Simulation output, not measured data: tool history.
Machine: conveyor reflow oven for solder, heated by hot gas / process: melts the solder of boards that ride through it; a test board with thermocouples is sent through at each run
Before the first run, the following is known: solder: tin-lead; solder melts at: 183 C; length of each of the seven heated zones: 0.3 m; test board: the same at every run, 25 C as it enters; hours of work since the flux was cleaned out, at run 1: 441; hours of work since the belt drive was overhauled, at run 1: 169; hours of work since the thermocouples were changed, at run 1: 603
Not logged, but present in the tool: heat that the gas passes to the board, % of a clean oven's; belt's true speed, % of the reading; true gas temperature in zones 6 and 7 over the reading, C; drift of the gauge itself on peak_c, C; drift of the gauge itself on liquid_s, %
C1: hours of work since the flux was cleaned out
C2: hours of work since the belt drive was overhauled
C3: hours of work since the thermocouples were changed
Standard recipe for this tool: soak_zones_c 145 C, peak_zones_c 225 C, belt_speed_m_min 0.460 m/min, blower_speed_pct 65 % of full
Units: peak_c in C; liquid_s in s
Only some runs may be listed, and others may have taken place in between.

{"run": 1, "hour": 0.0, "soak_zones_c": 145, "peak_zones_c": 225, "belt_speed_m_min": 0.46, "blower_speed_pct": 65, "C1": 441, "C2": 169, "C3": 603, "peak_c": 204.9, "liquid_s": 48.0}
{"run": 2, "hour": 16.6, "soak_zones_c": 145, "peak_zones_c": 228, "belt_speed_m_min": 0.46, "blower_speed_pct": 65, "C1": 452, "C2": 180, "C3": 614, "peak_c": 207.3, "liquid_s": 51.4}
{"hour": 23.1, "done": "flux residue cleaned out of gas plates and filters"}
{"run": 3, "hour": 38.9, "soak_zones_c": 145, "peak_zones_c": 228, "belt_speed_m_min": 0.46, "blower_speed_pct": 65, "C1": 10, "C2": 191, "C3": 625, "peak_c": 210.3, "liquid_s": 56.2}
{"run": 4, "hour": 49.9, "soak_zones_c": 145, "peak_zones_c": 225, "belt_speed_m_min": 0.46, "blower_speed_pct": 65, "C1": 17, "C2": 198, "C3": 632, "peak_c": 207.3, "liquid_s": 52.3}
{"run": 5, "hour": 62.1, "soak_zones_c": 133, "peak_zones_c": 225, "belt_speed_m_min": 0.46, "blower_speed_pct": 65, "C1": 25, "C2": 205, "C3": 640, "peak_c": 205.9, "liquid_s": 45.8}
{"run": 6, "hour": 79.2, "soak_zones_c": 133, "peak_zones_c": 225, "belt_speed_m_min": 0.46, "blower_speed_pct": 65, "C1": 36, "C2": 216, "C3": 651, "peak_c": 205.9, "liquid_s": 45.0}
{"run": 7, "hour": 99.5, "soak_zones_c": 133, "peak_zones_c": 225, "belt_speed_m_min": 0.46, "blower_speed_pct": 65, "C1": 49, "C2": 229, "C3": 664, "peak_c": 205.1, "liquid_s": 44.5}
{"run": 8, "hour": 112.5, "soak_zones_c": 145, "peak_zones_c": 225, "belt_speed_m_min": 0.46, "blower_speed_pct": 63, "C1": 57, "C2": 238, "C3": 672, "peak_c": 206.4, "liquid_s": 52.5}
{"run": 9, "hour": 123.6, "soak_zones_c": 145, "peak_zones_c": 225, "belt_speed_m_min": 0.46, "blower_speed_pct": 63, "C1": 64, "C2": 245, "C3": 679, "peak_c": 205.8, "liquid_s": 50.1}
{"run": 10, "hour": 147.1, "soak_zones_c": 145, "peak_zones_c": 225, "belt_speed_m_min": 0.46, "blower_speed_pct": 63, "C1": 79, "C2": 260, "C3": 694, "peak_c": 206.5, "liquid_s": 50.4}
{"run": 11, "hour": 169.6, "soak_zones_c": 143, "peak_zones_c": 225, "belt_speed_m_min": 0.46, "blower_speed_pct": 65, "C1": 93, "C2": 274, "C3": 708, "peak_c": 206.6, "liquid_s": 50.3}
{"run": 12, "hour": 196.0, "soak_zones_c": 143, "peak_zones_c": 225, "belt_speed_m_min": 0.412, "blower_speed_pct": 65, "C1": 110, "C2": 291, "C3": 725, "peak_c": 209.4, "liquid_s": 60.3}
{"run": 13, "hour": 221.3, "soak_zones_c": 145, "peak_zones_c": 225, "belt_speed_m_min": 0.46, "blower_speed_pct": 71, "C1": 126, "C2": 307, "C3": 741, "peak_c": 208.5, "liquid_s": 53.9}
{"run": 14, "hour": 235.0, "soak_zones_c": 145, "peak_zones_c": 225, "belt_speed_m_min": 0.46, "blower_speed_pct": 71, "C1": 135, "C2": 316, "C3": 750, "peak_c": 207.4, "liquid_s": 53.7}
{"hour": 241.1, "done": "belt drive overhauled, speed set with a stopwatch"}
{"run": 15, "hour": 263.5, "soak_zones_c": 145, "peak_zones_c": 225, "belt_speed_m_min": 0.46, "blower_speed_pct": 71, "C1": 151, "C2": 14, "C3": 765, "peak_c": 207.5, "liquid_s": 53.4}
{"run": 16, "hour": 289.5, "soak_zones_c": 145, "peak_zones_c": 225, "belt_speed_m_min": 0.46, "blower_speed_pct": 71, "C1": 167, "C2": 31, "C3": 782, "peak_c": 207.0, "liquid_s": 52.3}
{"run": 17, "hour": 312.3, "soak_zones_c": 145, "peak_zones_c": 225, "belt_speed_m_min": 0.46, "blower_speed_pct": 81, "C1": 182, "C2": 45, "C3": 797, "peak_c": 209.0, "liquid_s": 55.5}
{"run": 18, "hour": 325.1, "soak_zones_c": 145, "peak_zones_c": 225, "belt_speed_m_min": 0.46, "blower_speed_pct": 81, "C1": 190, "C2": 53, "C3": 805, "peak_c": 208.5, "liquid_s": 54.9}
{"run": 19, "hour": 347.7, "soak_zones_c": 145, "peak_zones_c": 225, "belt_speed_m_min": 0.46, "blower_speed_pct": 81, "C1": 204, "C2": 68, "C3": 819, "peak_c": 210.2, "liquid_s": 55.7}
{"run": 20, "hour": 367.9, "soak_zones_c": 148, "peak_zones_c": 237, "belt_speed_m_min": 0.53, "blower_speed_pct": 71, "C1": 217, "C2": 81, "C3": 832, "peak_c": 213.1, "liquid_s": 51.3}
{"hour": 391.2, "done": "belt drive overhauled, speed set with a stopwatch, once more"}
{"run": 21, "hour": 393.3, "soak_zones_c": 148, "peak_zones_c": 236, "belt_speed_m_min": 0.472, "blower_speed_pct": 71, "C1": 231, "C2": 1, "C3": 846, "peak_c": 216.1, "liquid_s": 59.9}
{"run": 22, "hour": 418.3, "soak_zones_c": 145, "peak_zones_c": 225, "belt_speed_m_min": 0.467, "blower_speed_pct": 65, "C1": 247, "C2": 17, "C3": 862, "peak_c": 204.3, "liquid_s": 48.2}
{"run": 23, "hour": 437.0, "soak_zones_c": 158, "peak_zones_c": 225, "belt_speed_m_min": 0.402, "blower_speed_pct": 65, "C1": 259, "C2": 29, "C3": 873, "peak_c": 210.9, "liquid_s": 71.7}
{"run": 24, "hour": 461.2, "soak_zones_c": 134, "peak_zones_c": 225, "belt_speed_m_min": 0.54, "blower_speed_pct": 65, "C1": 274, "C2": 45, "C3": 889, "peak_c": 196.5, "liquid_s": 27.6}
{"run": 25, "hour": 473.4, "soak_zones_c": 144, "peak_zones_c": 219, "belt_speed_m_min": 0.483, "blower_speed_pct": 73, "C1": 282, "C2": 52, "C3": 897, "peak_c": 199.8, "liquid_s": 39.5}
{"run": 26, "hour": 490.6, "soak_zones_c": 144, "peak_zones_c": 231, "belt_speed_m_min": 0.444, "blower_speed_pct": 59, "C1": 293, "C2": 63, "C3": 908, "peak_c": 209.0, "liquid_s": 54.9}
{"run": 27, "hour": 506.8, "soak_zones_c": 145, "peak_zones_c": 233, "belt_speed_m_min": 0.403, "blower_speed_pct": 65, "C1": 303, "C2": 74, "C3": 918, "peak_c": 214.7, "liquid_s": 68.6}
{"run": 28, "hour": 529.8, "soak_zones_c": 145, "peak_zones_c": 225, "belt_speed_m_min": 0.475, "blower_speed_pct": 65, "C1": 318, "C2": 88, "C3": 933, "peak_c": 203.0, "liquid_s": 43.8}
{"run": 29, "hour": 541.4, "soak_zones_c": 145, "peak_zones_c": 225, "belt_speed_m_min": 0.475, "blower_speed_pct": 65, "C1": 325, "C2": 96, "C3": 940, "peak_c": 203.5, "liquid_s": 44.2}
{"run": 30, "hour": 556.1, "soak_zones_c": 132, "peak_zones_c": 224, "belt_speed_m_min": 0.514, "blower_speed_pct": 63, "C1": 335, "C2": 105, "C3": 949, "peak_c": 196.3, "liquid_s": 26.2}
{"run": 31, "hour": 567.5, "soak_zones_c": 133, "peak_zones_c": 239, "belt_speed_m_min": 0.53, "blower_speed_pct": 72, "C1": 342, "C2": 112, "C3": 957, "peak_c": 208.7, "liquid_s": 41.3}
{"run": 32, "hour": 588.3, "soak_zones_c": 133, "peak_zones_c": 239, "belt_speed_m_min": 0.53, "blower_speed_pct": 72, "C1": 355, "C2": 126, "C3": 970, "peak_c": 209.8, "liquid_s": 41.8}

Results for each run, recomputed without the tool's hidden state and with each run's random variation untouched:
run=1 peak_c=209.4 liquid_s=53.7
run=2 peak_c=212.0 liquid_s=56.8
run=3 peak_c=212.0 liquid_s=57.5
run=4 peak_c=209.1 liquid_s=53.8
run=5 peak_c=207.7 liquid_s=47.6
run=6 peak_c=207.8 liquid_s=46.9
run=7 peak_c=207.2 liquid_s=46.6
run=8 peak_c=208.5 liquid_s=54.4
run=9 peak_c=208.0 liquid_s=52.1
run=10 peak_c=208.8 liquid_s=52.6
run=11 peak_c=209.1 liquid_s=52.6
run=12 peak_c=212.0 liquid_s=62.7
run=13 peak_c=211.3 liquid_s=56.4
run=14 peak_c=210.3 liquid_s=56.3
run=15 peak_c=210.5 liquid_s=56.0
run=16 peak_c=210.2 liquid_s=55.1
run=17 peak_c=212.4 liquid_s=58.2
run=18 peak_c=211.9 liquid_s=57.7
run=19 peak_c=213.8 liquid_s=58.6
run=20 peak_c=216.9 liquid_s=53.8
run=21 peak_c=220.3 liquid_s=63.3
run=22 peak_c=208.4 liquid_s=53.1
run=23 peak_c=214.7 liquid_s=75.4
run=24 peak_c=201.3 liquid_s=34.1
run=25 peak_c=204.3 liquid_s=45.6
run=26 peak_c=213.5 liquid_s=59.8
run=27 peak_c=219.3 liquid_s=72.8
run=28 peak_c=207.8 liquid_s=49.8
run=29 peak_c=208.4 liquid_s=50.2
run=30 peak_c=201.6 liquid_s=33.8
run=31 peak_c=214.7 liquid_s=46.7
run=32 peak_c=215.9 liquid_s=47.3

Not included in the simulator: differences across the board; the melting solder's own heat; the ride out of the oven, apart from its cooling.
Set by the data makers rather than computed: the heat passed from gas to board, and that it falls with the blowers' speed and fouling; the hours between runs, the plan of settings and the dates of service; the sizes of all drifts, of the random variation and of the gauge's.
